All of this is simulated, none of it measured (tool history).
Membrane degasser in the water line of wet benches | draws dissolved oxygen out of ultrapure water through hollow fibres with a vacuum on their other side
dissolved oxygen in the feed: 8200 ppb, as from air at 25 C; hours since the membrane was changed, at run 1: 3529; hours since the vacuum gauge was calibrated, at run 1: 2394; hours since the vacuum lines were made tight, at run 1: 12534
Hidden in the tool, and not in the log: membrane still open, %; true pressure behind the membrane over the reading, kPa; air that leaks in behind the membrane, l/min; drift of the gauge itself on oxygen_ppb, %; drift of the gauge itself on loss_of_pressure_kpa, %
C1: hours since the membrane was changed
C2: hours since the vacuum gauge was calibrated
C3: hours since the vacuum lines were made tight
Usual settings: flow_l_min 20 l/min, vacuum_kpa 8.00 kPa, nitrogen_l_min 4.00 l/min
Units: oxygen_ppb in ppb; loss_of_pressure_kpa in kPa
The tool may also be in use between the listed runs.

{"run": 1, "day": 0.0, "flow_l_min": 20, "vacuum_kpa": 8.0, "nitrogen_l_min": 4.0, "C1": 3529, "C2": 2394, "C3": 12534, "oxygen_ppb": 103.6, "loss_of_pressure_kpa": 56.58}
{"run": 2, "day": 6.792, "flow_l_min": 20, "vacuum_kpa": 8.0, "nitrogen_l_min": 4.0, "C1": 3692, "C2": 2557, "C3": 12697, "oxygen_ppb": 101.4, "loss_of_pressure_kpa": 56.28}
{"run": 3, "day": 14.333, "flow_l_min": 20, "vacuum_kpa": 8.0, "nitrogen_l_min": 4.0, "C1": 3873, "C2": 2738, "C3": 12878, "oxygen_ppb": 104.2, "loss_of_pressure_kpa": 56.49}
{"run": 4, "day": 18.467, "flow_l_min": 28, "vacuum_kpa": 8.0, "nitrogen_l_min": 4.0, "C1": 3972, "C2": 2837, "C3": 12977, "oxygen_ppb": 164.8, "loss_of_pressure_kpa": 78.78}
{"run": 5, "day": 22.25, "flow_l_min": 28, "vacuum_kpa": 8.0, "nitrogen_l_min": 4.0, "C1": 4063, "C2": 2928, "C3": 13068, "oxygen_ppb": 164.9, "loss_of_pressure_kpa": 79.16}
{"run": 6, "day": 29.438, "flow_l_min": 28, "vacuum_kpa": 8.0, "nitrogen_l_min": 4.0, "C1": 4235, "C2": 3101, "C3": 13241, "oxygen_ppb": 166.7, "loss_of_pressure_kpa": 78.63}
{"run": 7, "day": 36.025, "flow_l_min": 14, "vacuum_kpa": 15.29, "nitrogen_l_min": 2.11, "C1": 4394, "C2": 3259, "C3": 13399, "oxygen_ppb": 208.4, "loss_of_pressure_kpa": 39.37}
{"run": 8, "day": 40.792, "flow_l_min": 14, "vacuum_kpa": 15.29, "nitrogen_l_min": 2.11, "C1": 4508, "C2": 3373, "C3": 13513, "oxygen_ppb": 209.9, "loss_of_pressure_kpa": 39.16}
{"run": 9, "day": 46.667, "flow_l_min": 14, "vacuum_kpa": 5.39, "nitrogen_l_min": 10.27, "C1": 4649, "C2": 3514, "C3": 13654, "oxygen_ppb": 27.8, "loss_of_pressure_kpa": 39.16}
{"run": 10, "day": 53.246, "flow_l_min": 14, "vacuum_kpa": 5.39, "nitrogen_l_min": 10.27, "C1": 4807, "C2": 3672, "C3": 13812, "oxygen_ppb": 28.0, "loss_of_pressure_kpa": 39.04}
{"run": 11, "day": 60.492, "flow_l_min": 14, "vacuum_kpa": 5.39, "nitrogen_l_min": 10.27, "C1": 4981, "C2": 3846, "C3": 13986, "oxygen_ppb": 28.2, "loss_of_pressure_kpa": 39.14}

5 ways to go on from here, each from the tool as it stands after run 11. What would each give?
{"run": "A", "day": 66.758, "flow_l_min": 20, "vacuum_kpa": 14.26, "nitrogen_l_min": 4.0, "C1": 5131, "C2": 3996, "C3": 14136, "oxygen_ppb": "?", "loss_of_pressure_kpa": "?"}
{"run": "B", "day": 66.758, "flow_l_min": 13, "vacuum_kpa": 8.0, "nitrogen_l_min": 8.61, "C1": 5131, "C2": 3996, "C3": 14136, "oxygen_ppb": "?", "loss_of_pressure_kpa": "?"}
{"run": "C", "day": 66.758, "flow_l_min": 14, "vacuum_kpa": 6.15, "nitrogen_l_min": 10.27, "C1": 5131, "C2": 3996, "C3": 14136, "oxygen_ppb": "?", "loss_of_pressure_kpa": "?"}
{"run": "D", "day": 66.758, "flow_l_min": 15, "vacuum_kpa": 7.59, "nitrogen_l_min": 2.46, "C1": 5131, "C2": 3996, "C3": 14136, "oxygen_ppb": "?", "loss_of_pressure_kpa": "?"}
{"run": "E", "day": 66.758, "flow_l_min": 24, "vacuum_kpa": 14.66, "nitrogen_l_min": 1.66, "C1": 5131, "C2": 3996, "C3": 14136, "oxygen_ppb": "?", "loss_of_pressure_kpa": "?"}

run=A oxygen_ppb=177.8 loss_of_pressure_kpa=55.04
run=B oxygen_ppb=35.8 loss_of_pressure_kpa=35.85
run=C oxygen_ppb=30.3 loss_of_pressure_kpa=38.80
run=D oxygen_ppb=86.4 loss_of_pressure_kpa=41.52
run=E oxygen_ppb=425.4 loss_of_pressure_kpa=66.80
Without the tool's hidden state the same runs would have given:
run=A oxygen_ppb=177.5 loss_of_pressure_kpa=56.12
run=B oxygen_ppb=35.7 loss_of_pressure_kpa=36.55
run=C oxygen_ppb=30.3 loss_of_pressure_kpa=39.55
run=D oxygen_ppb=86.2 loss_of_pressure_kpa=42.33
run=E oxygen_ppb=424.9 loss_of_pressure_kpa=68.10
